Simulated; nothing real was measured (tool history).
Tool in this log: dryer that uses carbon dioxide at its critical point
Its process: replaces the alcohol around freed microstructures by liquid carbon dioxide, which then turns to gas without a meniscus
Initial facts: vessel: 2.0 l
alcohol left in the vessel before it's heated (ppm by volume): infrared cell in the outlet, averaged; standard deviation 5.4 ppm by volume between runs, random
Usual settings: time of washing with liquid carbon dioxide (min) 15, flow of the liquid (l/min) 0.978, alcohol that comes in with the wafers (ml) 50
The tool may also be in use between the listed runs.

run	hour	time of washing with liquid carbon dioxide (min)	flow of the liquid (l/min)	alcohol that comes in with the wafers (ml)	alcohol left in the vessel before it's heated (ppm by volume)
1	0.0	15	0.978	50	181
2	15.4	15	0.980	50	177
3	36.3	15	0.980	50	189
4	55.8	15	0.664	50	836
5	82.6	15	0.664	50	857
6	98.3	15	0.664	50	854
7	123.8	15	0.664	50	882
8	147.7	10	1.079	20	306
9	167.1	10	1.079	101	1345
10	178.8	10	1.079	101	1379
11	200.4	17	1.420	71	63

What if the next run were any one of these 4? Each begins from the tool's condition after run 11:
A	216.1	9	1.079	71	?
B	216.1	17	1.169	94	?
C	216.1	11	1.420	71	?
D	216.1	15	0.720	50	?

run	alcohol left in the vessel before it's heated (ppm by volume)
A	1401
B	112
C	250
D	688
Without the tool's unlogged condition, the same runs would have read:
run	alcohol left in the vessel before it's heated (ppm by volume)
A	1043
B	41
C	134
D	480

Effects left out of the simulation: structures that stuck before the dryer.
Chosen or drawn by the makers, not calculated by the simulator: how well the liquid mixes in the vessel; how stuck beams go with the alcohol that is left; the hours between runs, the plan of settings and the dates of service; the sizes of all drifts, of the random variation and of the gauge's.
